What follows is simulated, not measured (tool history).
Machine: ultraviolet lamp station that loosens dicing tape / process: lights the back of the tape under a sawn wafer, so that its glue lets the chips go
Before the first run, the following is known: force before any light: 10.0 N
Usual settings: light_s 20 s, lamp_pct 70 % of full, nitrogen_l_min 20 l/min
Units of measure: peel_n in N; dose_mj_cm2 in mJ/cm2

run 1 hour=0.0 | light_s=20 lamp_pct=70 nitrogen_l_min=20 | peel_n=0.410 dose_mj_cm2=374
run 2 hour=13.9 | light_s=20 lamp_pct=70 nitrogen_l_min=20 | peel_n=0.421 dose_mj_cm2=373
run 3 hour=41.7 | light_s=20 lamp_pct=70 nitrogen_l_min=20 | peel_n=0.443 dose_mj_cm2=363
run 4 hour=70.2 | light_s=20 lamp_pct=70 nitrogen_l_min=20 | peel_n=0.437 dose_mj_cm2=361
run 5 hour=91.9 | light_s=20 lamp_pct=70 nitrogen_l_min=20 | peel_n=0.468 dose_mj_cm2=354
run 6 hour=110.5 | light_s=14 lamp_pct=70 nitrogen_l_min=20 | peel_n=1.118 dose_mj_cm2=248
run 7 hour=124.1 | light_s=20 lamp_pct=70 nitrogen_l_min=20 | peel_n=0.470 dose_mj_cm2=351

For run 8, what comes out?
run 8 hour=136.9 | light_s=37 lamp_pct=70 nitrogen_l_min=20 | peel_n=? dose_mj_cm2=?

{"run 8": {"peel_n": 0.106, "dose_mj_cm2": 643}}
With no hidden state in the tool, this same run would have given peel_n 0.084 N, dose_mj_cm2 790 mJ/cm2.
